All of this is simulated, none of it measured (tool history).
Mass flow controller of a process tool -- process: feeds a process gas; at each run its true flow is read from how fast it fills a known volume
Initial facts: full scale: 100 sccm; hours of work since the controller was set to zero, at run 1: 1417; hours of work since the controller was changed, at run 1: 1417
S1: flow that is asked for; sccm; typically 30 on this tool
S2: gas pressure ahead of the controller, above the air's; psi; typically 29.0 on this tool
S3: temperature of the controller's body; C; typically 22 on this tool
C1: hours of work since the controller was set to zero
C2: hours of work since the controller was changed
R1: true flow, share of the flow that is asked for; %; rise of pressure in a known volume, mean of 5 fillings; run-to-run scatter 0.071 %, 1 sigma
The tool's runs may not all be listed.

| run | hour | S1 | S2 | S3 | C1 | C2 | R1 |
|---|---|---|---|---|---|---|---|
| 1 | 0.0 | 30 | 29.0 | 22 | 1417 | 1417 | 100.46 |
| 2 | 73.4 | 21 | 29.0 | 22 | 1465 | 1465 | 100.60 |
| 3 | 111.3 | 21 | 29.0 | 22 | 1490 | 1490 | 100.58 |
| 4 | 174.5 | 30 | 24.9 | 22 | 1532 | 1532 | 100.65 |
| 5 | 246.6 | 30 | 27.1 | 22 | 1579 | 1579 | 100.62 |
| 6 | 300.6 | 30 | 29.0 | 22 | 1614 | 1614 | 100.69 |
| 7 | 336.6 | 30 | 29.0 | 22 | 1638 | 1638 | 100.65 |
| 8 | 389.1 | 30 | 29.0 | 22 | 1673 | 1673 | 100.68 |
| 9 | 453.3 | 30 | 29.0 | 22 | 1715 | 1715 | 100.66 |
| 10 | 487.0 | 30 | 29.0 | 22 | 1737 | 1737 | 100.66 |
| 11 | 528.5 | 30 | 29.0 | 22 | 1764 | 1764 | 100.66 |
| 12 | 605.2 | 30 | 29.0 | 22 | 1814 | 1814 | 100.78 |
| 13 | 668.9 | 30 | 29.0 | 22 | 1856 | 1856 | 100.74 |
| 14 | 743.4 | 30 | 29.0 | 22 | 1905 | 1905 | 100.87 |
| 15 | 813.0 | 30 | 29.0 | 22 | 1951 | 1951 | 100.78 |
| 16 | 845.1 | 30 | 29.0 | 22 | 1972 | 1972 | 100.82 |
| 17 | 897.9 | 30 | 29.0 | 22 | 2006 | 2006 | 100.85 |
| 18 | 943.3 | 18 | 29.0 | 22 | 2036 | 2036 | 101.07 |
| 19 | 1004.0 | 18 | 29.0 | 38 | 2076 | 2076 | 102.18 |
| 20 | 1051.7 | 30 | 29.0 | 39 | 2107 | 2107 | 101.88 |
| 21 | 1115.6 | 30 | 29.0 | 39 | 2149 | 2149 | 101.89 |
| 22 | 1180.0 | 30 | 29.0 | 22 | 2191 | 2191 | 100.94 |
| 23 | 1232.1 | 30 | 29.0 | 22 | 2226 | 2226 | 101.01 |
| 24 | 1295.9 | 32 | 20.6 | 28 | 2267 | 2267 | 101.44 |
| 25 | 1343.7 | 16 | 24.7 | 27 | 2299 | 2299 | 101.83 |
| 26 | 1387.4 | 16 | 38.7 | 27 | 2327 | 2327 | 101.50 |
| 27 | 1447.4 | 16 | 38.7 | 23 | 2367 | 2367 | 101.31 |
| 28 | 1498.7 | 26 | 39.6 | 26 | 2400 | 2400 | 101.06 |
| 29 | 1562.7 | 25 | 29.0 | 25 | 2442 | 2442 | 101.23 |
| 30 | 1629.8 | 16 | 29.0 | 29 | 2486 | 2486 | 101.86 |
| 31 | 1677.8 | 16 | 31.8 | 31 | 2518 | 2518 | 101.99 |
|  | 1683.7 | controller's zero set anew |
| 32 | 1737.5 | 30 | 30.6 | 22 | 35 | 2557 | 101.41 |
| 33 | 1809.6 | 30 | 29.0 | 33 | 83 | 2604 | 102.13 |
| 34 | 1843.6 | 19 | 32.6 | 31 | 105 | 2626 | 102.52 |
| 35 | 1889.6 | 19 | 32.6 | 31 | 135 | 2657 | 102.61 |
| 36 | 1961.1 | 19 | 29.0 | 25 | 182 | 2703 | 102.41 |
| 37 | 2029.4 | 19 | 29.0 | 25 | 227 | 2748 | 102.44 |
| 38 | 2092.4 | 19 | 29.0 | 25 | 268 | 2790 | 102.44 |
| 39 | 2135.9 | 19 | 29.0 | 25 | 297 | 2818 | 102.32 |
|  | 2147.9 | controller's zero set anew, once more |
| 40 | 2197.0 | 47 | 20.6 | 22 | 32 | 2858 | 100.88 |
| 41 | 2245.5 | 53 | 23.2 | 21 | 64 | 2890 | 100.61 |
| 42 | 2321.8 | 56 | 29.3 | 22 | 114 | 2940 | 100.77 |
| 43 | 2364.0 | 34 | 29.0 | 30 | 142 | 2967 | 101.24 |
| 44 | 2420.6 | 34 | 26.0 | 34 | 179 | 3005 | 101.55 |
| 45 | 2495.1 | 34 | 26.0 | 34 | 228 | 3053 | 101.48 |
| 46 | 2550.6 | 34 | 27.3 | 34 | 264 | 3090 | 101.55 |

Predict each of these 5 candidate next runs independently; none follows another, all start after run 46:
| A | 2602.3 | 89 | 23.8 | 22 | 298 | 3124 | ? |
| B | 2602.3 | 20 | 35.0 | 37 | 298 | 3124 | ? |
| C | 2602.3 | 18 | 27.3 | 34 | 298 | 3124 | ? |
| D | 2602.3 | 34 | 29.0 | 21 | 298 | 3124 | ? |
| E | 2602.3 | 34 | 21.0 | 26 | 298 | 3124 | ? |

| run | R1 |
|---|---|
| A | 100.95 |
| B | 101.58 |
| C | 101.66 |
| D | 100.75 |
| E | 101.09 |
Without the tool's unlogged condition, the same runs would have read:
| run | R1 |
|---|---|
| A | 99.86 |
| B | 100.25 |
| C | 100.30 |
| D | 99.55 |
| E | 99.88 |
